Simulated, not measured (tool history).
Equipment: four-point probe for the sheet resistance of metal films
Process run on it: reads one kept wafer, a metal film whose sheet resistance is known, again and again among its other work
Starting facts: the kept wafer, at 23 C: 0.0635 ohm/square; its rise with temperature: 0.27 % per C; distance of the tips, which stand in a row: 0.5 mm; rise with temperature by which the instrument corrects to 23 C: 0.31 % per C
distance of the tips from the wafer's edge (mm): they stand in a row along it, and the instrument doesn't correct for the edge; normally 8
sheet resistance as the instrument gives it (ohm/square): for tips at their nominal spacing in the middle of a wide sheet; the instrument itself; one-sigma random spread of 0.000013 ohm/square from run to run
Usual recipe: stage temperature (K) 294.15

| run | hour | stage temperature (K) | distance of the tips from the wafer's edge (mm) | sheet resistance as the instrument gives it (ohm/square) |
|---|---|---|---|---|
| 1 | 0.0 | 294.15 | 8 | 0.063608 |
| 2 | 101.5 | 294.15 | 8 | 0.063606 |
| 3 | 227.8 | 294.15 | 8 | 0.063638 |
| 4 | 305.0 | 294.15 | 8 | 0.063619 |
| 5 | 420.3 | 294.15 | 8 | 0.063638 |
| 6 | 527.9 | 294.15 | 8 | 0.063639 |
| 7 | 613.1 | 294.15 | 28 | 0.063536 |
| 8 | 747.1 | 294.15 | 28 | 0.063536 |
| 9 | 869.4 | 294.15 | 28 | 0.063558 |
| 10 | 943.2 | 294.15 | 28 | 0.063558 |
| 11 | 1048.5 | 301.15 | 6 | 0.063596 |
| 12 | 1181.7 | 291.15 | 10 | 0.063703 |
| 13 | 1266.8 | 291.15 | 10 | 0.063723 |
|  | 1274.6 | stage's thermometer calibrated |
| 14 | 1371.4 | 291.15 | 10 | 0.063716 |
| 15 | 1457.3 | 295.15 | 51 | 0.063545 |
| 16 | 1551.0 | 295.15 | 51 | 0.063566 |
| 17 | 1678.2 | 294.15 | 15 | 0.063631 |
| 18 | 1767.0 | 294.15 | 15 | 0.063610 |
| 19 | 1886.7 | 294.15 | 15 | 0.063661 |
| 20 | 1991.8 | 294.15 | 15 | 0.063644 |

Consider 3 possible next runs. They are alternatives, not a sequence: every one starts from the tool as it was left by run 20. What does each give?
|  | 2057.3 | stage's thermometer calibrated, once more |
| A | 2096.5 | 299.15 | 9 | ? |
|  | 2057.3 | stage's thermometer calibrated, once more |
| B | 2096.5 | 298.15 | 5 | ? |
|  | 2057.3 | stage's thermometer calibrated, once more |
| C | 2096.5 | 296.15 | 8 | ? |

| run | sheet resistance as the instrument gives it (ohm/square) |
|---|---|
| A | 0.063656 |
| B | 0.063911 |
| C | 0.063754 |
With no hidden state in the tool, these same runs would have given:
| run | sheet resistance as the instrument gives it (ohm/square) |
|---|---|
| A | 0.063536 |
| B | 0.063791 |
| C | 0.063634 |
